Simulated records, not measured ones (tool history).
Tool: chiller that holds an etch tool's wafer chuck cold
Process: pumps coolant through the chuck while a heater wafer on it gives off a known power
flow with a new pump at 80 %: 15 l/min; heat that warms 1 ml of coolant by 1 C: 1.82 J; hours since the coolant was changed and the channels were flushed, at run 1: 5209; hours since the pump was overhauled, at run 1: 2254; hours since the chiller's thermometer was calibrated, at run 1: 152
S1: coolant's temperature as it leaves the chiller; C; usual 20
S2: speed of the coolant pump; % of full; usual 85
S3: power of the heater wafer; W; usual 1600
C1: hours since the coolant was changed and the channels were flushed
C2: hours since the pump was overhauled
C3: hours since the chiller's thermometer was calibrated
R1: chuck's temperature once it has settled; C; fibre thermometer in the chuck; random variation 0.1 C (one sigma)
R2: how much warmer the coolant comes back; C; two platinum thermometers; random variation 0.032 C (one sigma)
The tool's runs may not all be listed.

| run | day | S1 | S2 | S3 | C1 | C2 | C3 | R1 | R2 |
|---|---|---|---|---|---|---|---|---|---|
| 1 | 0 | 20 | 85 | 1600 | 5209 | 2254 | 152 | 34.2 | 3.28 |
| 2 | 2.412 | 20 | 85 | 1332 | 5267 | 2312 | 209 | 31.9 | 2.7 |
| 3 | 4.771 | 20 | 76 | 1600 | 5324 | 2369 | 266 | 35.1 | 3.64 |
| 4 | 6.712 | 20 | 76 | 1600 | 5370 | 2415 | 313 | 35.2 | 3.65 |
| 5 | 9.412 | 20 | 76 | 1600 | 5435 | 2480 | 378 | 35.3 | 3.63 |
| 6 | 11.167 | 29 | 85 | 1600 | 5477 | 2522 | 420 | 43.2 | 3.21 |
| 7 | 13.404 | 20 | 68 | 1600 | 5531 | 2576 | 473 | 36.4 | 4.13 |
| 8 | 14.854 | 20 | 68 | 1600 | 5566 | 2611 | 508 | 36.4 | 4.1 |
| 9 | 16.229 | 20 | 77 | 1600 | 5599 | 2644 | 541 | 35.1 | 3.56 |
| 10 | 18.846 | 20 | 85 | 2031 | 5661 | 2707 | 604 | 38 | 4.02 |
| 11 | 20.896 | 20 | 85 | 1600 | 5711 | 2756 | 653 | 34.2 | 3.18 |
| 12 | 23.304 | 20 | 85 | 1600 | 5768 | 2814 | 711 | 34 | 3.19 |
| 13 | 25.1 | 20 | 85 | 2140 | 5812 | 2857 | 754 | 38.9 | 4.26 |
| 14 | 26.592 | 20 | 85 | 2140 | 5847 | 2892 | 790 | 38.9 | 4.28 |
| 15 | 28.542 | 20 | 85 | 1600 | 5894 | 2939 | 837 | 34.1 | 3.15 |
| 16 | 30.038 | 20 | 85 | 1600 | 5930 | 2975 | 873 | 34.2 | 3.2 |
| 17 | 32.696 | 18 | 63 | 1600 | 5994 | 3039 | 936 | 35.3 | 4.46 |
| 18 | 34.312 | 10 | 63 | 983 | 6033 | 3078 | 975 | 20.4 | 2.72 |
| 19 | 36.938 | 10 | 63 | 983 | 6096 | 3141 | 1038 | 20.7 | 2.62 |
| 20 | 38.829 | 10 | 63 | 983 | 6141 | 3186 | 1084 | 20.5 | 2.65 |
| 21 | 40.354 | 20 | 62 | 2176 | 6178 | 3223 | 1120 | 43.7 | 6.17 |
| 22 | 42.05 | 20 | 62 | 2176 | 6218 | 3263 | 1161 | 43.8 | 6.12 |
| 23 | 43.725 | 18 | 99 | 2176 | 6259 | 3304 | 1201 | 35.4 | 3.52 |
| 24 | 46.238 | 24 | 85 | 2074 | 6319 | 3364 | 1261 | 42.2 | 4.04 |
| 25 | 47.7 | 20 | 87 | 2074 | 6354 | 3399 | 1296 | 38 | 3.9 |
| 26 | 49.579 | 11 | 77 | 1600 | 6399 | 3444 | 1342 | 26 | 3.42 |
| 27 | 51.492 | 24 | 60 | 1095 | 6445 | 3490 | 1387 | 36 | 3.05 |
| 28 | 53.062 | 20 | 79 | 1600 | 6483 | 3528 | 1425 | 34.9 | 3.34 |

Run 29 comes next. What will it give?
| 29 | 54.383 | 20 | 79 | 1600 | 6514 | 3559 | 1457 | ? | ? |

Run 29 gave R1 34.8 C, R2 3.3 C.
Without the tool's hidden state the same run would have given R1 34.8 C, R2 3.55 C.

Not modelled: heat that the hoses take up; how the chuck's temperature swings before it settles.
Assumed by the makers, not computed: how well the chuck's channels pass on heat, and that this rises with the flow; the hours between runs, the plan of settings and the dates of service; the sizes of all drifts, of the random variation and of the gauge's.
